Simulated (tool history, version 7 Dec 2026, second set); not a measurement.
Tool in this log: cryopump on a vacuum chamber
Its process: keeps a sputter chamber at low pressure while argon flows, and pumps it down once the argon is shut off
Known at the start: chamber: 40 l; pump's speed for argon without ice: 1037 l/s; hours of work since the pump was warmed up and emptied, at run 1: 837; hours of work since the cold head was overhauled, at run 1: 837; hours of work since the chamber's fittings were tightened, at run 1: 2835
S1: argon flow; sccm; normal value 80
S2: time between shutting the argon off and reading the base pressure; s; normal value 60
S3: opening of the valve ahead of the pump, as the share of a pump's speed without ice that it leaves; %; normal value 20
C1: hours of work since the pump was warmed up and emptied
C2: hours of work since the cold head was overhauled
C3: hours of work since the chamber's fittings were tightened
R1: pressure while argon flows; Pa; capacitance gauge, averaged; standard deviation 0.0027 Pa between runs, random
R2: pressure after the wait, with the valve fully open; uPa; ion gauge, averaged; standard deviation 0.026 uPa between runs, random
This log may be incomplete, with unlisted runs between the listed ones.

run	hour	S1	S2	S3	C1	C2	C3	R1	R2
1	0.0	80	60	20	837	837	2835	0.6889	3.00
2	72.8	80	29	20	896	896	2894	0.6855	3.89
3	145.2	80	60	20	955	955	2953	0.6857	3.14
# hour 255.7: pump warmed up, emptied and cooled again
4	259.6	80	60	20	3	1044	3042	0.6549	2.69
5	361.6	80	60	20	86	1127	3125	0.6575	2.85
6	473.5	80	60	51	177	1218	3216	0.2633	2.84
7	572.9	79	29	16	258	1299	3297	0.8101	3.85
8	681.6	79	29	16	346	1387	3385	0.8176	3.91
9	765.1	79	29	16	414	1455	3453	0.8202	3.98
10	848.8	123	60	20	482	1523	3521	1.0282	3.19
11	939.5	80	105	20	556	1596	3595	0.6702	2.91
12	1032.4	80	150	37	631	1672	3670	0.3725	2.84

3 options for the next run, each taken on its own from the tool as it stands now. Forecast them:
A	1134.4	80	78	23	714	1755	3753	?	?
B	1134.4	53	59	40	714	1755	3753	?	?
C	1134.4	80	37	37	714	1755	3753	?	?

run	R1	R2
A	0.5854	3.24
B	0.2321	3.39
C	0.3780	4.06
With the hidden condition removed and each run's random variation left untouched, the same runs would have given:
run	R1	R2
A	0.5605	0.96
B	0.2155	1.13
C	0.3529	1.74
